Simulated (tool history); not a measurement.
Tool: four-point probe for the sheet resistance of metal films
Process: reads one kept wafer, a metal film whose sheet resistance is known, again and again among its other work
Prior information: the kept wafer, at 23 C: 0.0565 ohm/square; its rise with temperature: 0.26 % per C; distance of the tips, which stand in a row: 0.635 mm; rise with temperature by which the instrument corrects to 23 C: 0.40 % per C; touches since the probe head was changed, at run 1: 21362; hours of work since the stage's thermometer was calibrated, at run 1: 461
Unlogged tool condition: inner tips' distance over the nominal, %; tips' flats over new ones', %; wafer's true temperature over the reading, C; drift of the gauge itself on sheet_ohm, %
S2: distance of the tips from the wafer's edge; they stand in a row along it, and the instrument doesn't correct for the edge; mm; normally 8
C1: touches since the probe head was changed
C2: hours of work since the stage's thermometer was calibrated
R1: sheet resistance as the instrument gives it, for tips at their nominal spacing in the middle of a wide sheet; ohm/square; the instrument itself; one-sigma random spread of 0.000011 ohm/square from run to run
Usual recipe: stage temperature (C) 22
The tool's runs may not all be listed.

run 1 hour=0 | stage_temperature_(C)=22 S2=8 | C1=21362 C2=461 | R1=0.056938
run 2 hour=27.8 | stage_temperature_(C)=22 S2=39 | C1=22481 C2=474 | R1=0.056737
run 3 hour=60.9 | stage_temperature_(C)=22 S2=39 | C1=23812 C2=490 | R1=0.056753
run 4 hour=99 | stage_temperature_(C)=22 S2=39 | C1=25345 C2=507 | R1=0.05677
run 5 hour=120.4 | stage_temperature_(C)=22 S2=39 | C1=26204 C2=517 | R1=0.056761
run 6 hour=146.6 | stage_temperature_(C)=22 S2=39 | C1=27259 C2=529 | R1=0.056787
run 7 hour=164.3 | stage_temperature_(C)=22 S2=39 | C1=27972 C2=538 | R1=0.056779
run 8 hour=181 | stage_temperature_(C)=22 S2=39 | C1=28643 C2=545 | R1=0.056786
run 9 hour=214.9 | stage_temperature_(C)=22 S2=8 | C1=30009 C2=561 | R1=0.056974
run 10 hour=234.3 | stage_temperature_(C)=22 S2=8 | C1=30787 C2=570 | R1=0.056978
run 11 hour=260.9 | stage_temperature_(C)=24 S2=8 | C1=31859 C2=583 | R1=0.05682
run 12 hour=291.3 | stage_temperature_(C)=27 S2=8 | C1=33081 C2=597 | R1=0.056598
run 13 hour=315.5 | stage_temperature_(C)=27 S2=8 | C1=34055 C2=608 | R1=0.056622
run 14 hour=348.5 | stage_temperature_(C)=23 S2=8 | C1=35382 C2=623 | R1=0.056925
run 15 hour=376.4 | stage_temperature_(C)=22 S2=5 | C1=36505 C2=636 | R1=0.057329
run 16 hour=408 | stage_temperature_(C)=21 S2=10 | C1=37776 C2=651 | R1=0.057032
run 17 hour=440.2 | stage_temperature_(C)=28 S2=8 | C1=39071 C2=666 | R1=0.05655
run 18 hour=462.6 | stage_temperature_(C)=24 S2=41 | C1=39972 C2=676 | R1=0.056693
run 19 hour=495.2 | stage_temperature_(C)=24 S2=41 | C1=41283 C2=691 | R1=0.056672
run 20 hour=532.5 | stage_temperature_(C)=30 S2=53 | C1=42784 C2=709 | R1=0.056231
run 21 hour=566.2 | stage_temperature_(C)=35 S2=10 | C1=44140 C2=724 | R1=0.056008
run 22 hour=598.9 | stage_temperature_(C)=31 S2=7 | C1=45452 C2=739 | R1=0.056404
run 23 hour=626.9 | stage_temperature_(C)=20 S2=42 | C1=46580 C2=752 | R1=0.057024
run 24 hour=645.5 | stage_temperature_(C)=26 S2=15 | C1=47329 C2=761 | R1=0.056615
run 25 hour=683.1 | stage_temperature_(C)=26 S2=15 | C1=48840 C2=779 | R1=0.056644
run 26 hour=715.6 | stage_temperature_(C)=26 S2=8 | C1=50149 C2=794 | R1=0.056739
run 27 hour=739.8 | stage_temperature_(C)=30 S2=9 | C1=51121 C2=805 | R1=0.056441
run 28 hour=757 | stage_temperature_(C)=27 S2=8 | C1=51816 C2=813 | R1=0.0567
run 29 hour=782.1 | stage_temperature_(C)=20 S2=7 | C1=52825 C2=825 | R1=0.057299
run 30 hour=798.1 | stage_temperature_(C)=30 S2=27 | C1=53469 C2=832 | R1=0.056289

Below are 5 alternative next runs, each starting from the tool's condition after run 30. Predict each:
run A hour=821.2 | stage_temperature_(C)=19 S2=27 | C1=54395 C2=843 | R1=?
run B hour=821.2 | stage_temperature_(C)=24 S2=21 | C1=54395 C2=843 | R1=?
run C hour=821.2 | stage_temperature_(C)=34 S2=27 | C1=54395 C2=843 | R1=?
run D hour=821.2 | stage_temperature_(C)=25 S2=37 | C1=54395 C2=843 | R1=?
run E hour=821.2 | stage_temperature_(C)=28 S2=8 | C1=54395 C2=843 | R1=?

run=A R1=0.057164
run=B R1=0.056768
run=C R1=0.05604
run=D R1=0.056693
run=E R1=0.056634
With no hidden state in the tool, these same runs would have given:
run=A R1=0.056838
run=B R1=0.056444
run=C R1=0.05572
run=D R1=0.05637
run=E R1=0.056312
